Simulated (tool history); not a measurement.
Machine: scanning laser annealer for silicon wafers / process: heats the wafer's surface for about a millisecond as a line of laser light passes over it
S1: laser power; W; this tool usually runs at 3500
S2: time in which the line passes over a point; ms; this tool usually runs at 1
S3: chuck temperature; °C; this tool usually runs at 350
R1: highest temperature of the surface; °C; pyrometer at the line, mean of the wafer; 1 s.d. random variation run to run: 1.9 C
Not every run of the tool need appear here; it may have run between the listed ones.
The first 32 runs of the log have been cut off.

| run | hour | S1 | S2 | S3 | R1 |
|---|---|---|---|---|---|
| 33 | 1007.7 | 3306 | 0.76 | 350 | 998 |
| 34 | 1032.7 | 3230 | 1 | 336 | 1070 |
| 35 | 1053.5 | 3067 | 1.03 | 387 | 1094 |
| 36 | 1095.7 | 3564 | 0.8 | 367 | 1089 |
| 37 | 1131.8 | 3351 | 0.75 | 367 | 1016 |
| 38 | 1149.2 | 3789 | 0.81 | 313 | 1089 |
| 39 | 1182.2 | 3789 | 0.81 | 313 | 1087 |
| 40 | 1208.8 | 3068 | 1.04 | 332 | 1041 |
| 41 | 1249.3 | 3433 | 1.1 | 350 | 1173 |
| 42 | 1271.4 | 3433 | 1.1 | 350 | 1174 |

Branching from run 42: 3 alternative next runs. What would each branch give?
| A | 1309.3 | 3681 | 0.95 | 373 | ? |
| B | 1309.3 | 3500 | 1.25 | 326 | ? |
| C | 1309.3 | 3433 | 1.2 | 350 | ? |

| run | R1 |
|---|---|
| A | 1190 |
| B | 1227 |
| C | 1218 |
Had the tool no hidden state, the same runs would have come out as:
| run | R1 |
|---|---|
| A | 1209 |
| B | 1248 |
| C | 1238 |

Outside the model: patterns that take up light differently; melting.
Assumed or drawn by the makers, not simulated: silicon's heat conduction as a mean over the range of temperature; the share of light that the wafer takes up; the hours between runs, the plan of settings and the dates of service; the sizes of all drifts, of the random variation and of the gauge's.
